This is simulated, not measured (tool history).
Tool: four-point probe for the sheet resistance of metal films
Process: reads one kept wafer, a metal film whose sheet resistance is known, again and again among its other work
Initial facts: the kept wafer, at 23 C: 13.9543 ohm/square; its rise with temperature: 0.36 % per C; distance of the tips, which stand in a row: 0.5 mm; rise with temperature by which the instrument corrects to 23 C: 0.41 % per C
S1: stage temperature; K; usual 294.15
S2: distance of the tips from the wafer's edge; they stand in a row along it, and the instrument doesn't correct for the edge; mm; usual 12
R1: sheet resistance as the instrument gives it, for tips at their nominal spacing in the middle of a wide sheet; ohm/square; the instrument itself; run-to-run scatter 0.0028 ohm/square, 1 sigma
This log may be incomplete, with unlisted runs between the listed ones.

run 1 hour=0.0 | S1=294.15 S2=12 | R1=13.860647
run 2 hour=40.3 | S1=294.15 S2=12 | R1=13.856466
run 3 hour=89.0 | S1=302.15 S2=12 | R1=13.789045
run 4 hour=145.0 | S1=302.15 S2=12 | R1=13.791569
run 5 hour=200.6 | S1=302.15 S2=12 | R1=13.786444
run 6 hour=253.7 | S1=302.15 S2=12 | R1=13.786663
run 7 hour=302.4 | S1=302.15 S2=36 | R1=13.774690
run 8 hour=339.6 | S1=302.15 S2=36 | R1=13.773101
run 9 hour=371.6 | S1=302.15 S2=43 | R1=13.770394
run 10 hour=401.5 | S1=298.15 S2=43 | R1=13.798024
run 11 hour=433.6 | S1=298.15 S2=43 | R1=13.794529
run 12 hour=493.7 | S1=298.15 S2=43 | R1=13.794490
-- hour=497.4 stage's thermometer calibrated
run 13 hour=551.1 | S1=298.15 S2=43 | R1=13.806143
run 14 hour=610.7 | S1=298.15 S2=43 | R1=13.802748
run 15 hour=663.7 | S1=298.15 S2=43 | R1=13.806245
run 16 hour=713.8 | S1=298.15 S2=43 | R1=13.801072
run 17 hour=764.4 | S1=298.15 S2=43 | R1=13.793218
run 18 hour=817.3 | S1=298.15 S2=43 | R1=13.791694
-- hour=840.9 stage's thermometer calibrated, once more
run 19 hour=876.9 | S1=298.15 S2=43 | R1=13.761175
run 20 hour=916.0 | S1=298.15 S2=43 | R1=13.760540
run 21 hour=970.4 | S1=298.15 S2=43 | R1=13.756749
run 22 hour=1016.4 | S1=292.15 S2=39 | R1=13.800638
-- hour=1021.1 new probe head fitted
run 23 hour=1044.2 | S1=298.15 S2=13 | R1=13.922103
run 24 hour=1097.9 | S1=299.15 S2=7 | R1=13.941492
run 25 hour=1154.5 | S1=307.15 S2=35 | R1=13.845297
run 26 hour=1206.0 | S1=307.15 S2=35 | R1=13.840137
run 27 hour=1264.1 | S1=295.15 S2=74 | R1=13.929530
run 28 hour=1305.4 | S1=294.15 S2=57 | R1=13.930217
run 29 hour=1338.2 | S1=292.15 S2=4 | R1=14.061164
run 30 hour=1395.0 | S1=292.15 S2=4 | R1=14.056021
run 31 hour=1454.4 | S1=292.15 S2=4 | R1=14.057448
run 32 hour=1492.6 | S1=301.15 S2=61 | R1=13.877662
run 33 hour=1551.8 | S1=301.15 S2=38 | R1=13.869476
run 34 hour=1610.8 | S1=301.15 S2=38 | R1=13.868029
run 35 hour=1650.5 | S1=301.15 S2=38 | R1=13.864746
run 36 hour=1683.7 | S1=301.15 S2=4 | R1=13.978648
run 37 hour=1741.7 | S1=301.15 S2=4 | R1=13.980409
run 38 hour=1797.7 | S1=292.15 S2=10 | R1=13.946427

Consider 3 possible next runs. They are alternatives, not a sequence: every one starts from the tool as it was left by run 38. What does each give?
run A hour=1825.8 | S1=292.15 S2=4 | R1=?
run B hour=1825.8 | S1=291.15 S2=8 | R1=?
run C hour=1825.8 | S1=294.15 S2=25 | R1=?

run=A R1=14.044626
run=B R1=13.963548
run=C R1=13.910993
Without the tool's hidden state the same runs would have given:
run=A R1=14.104932
run=B R1=14.023499
run=C R1=13.970852
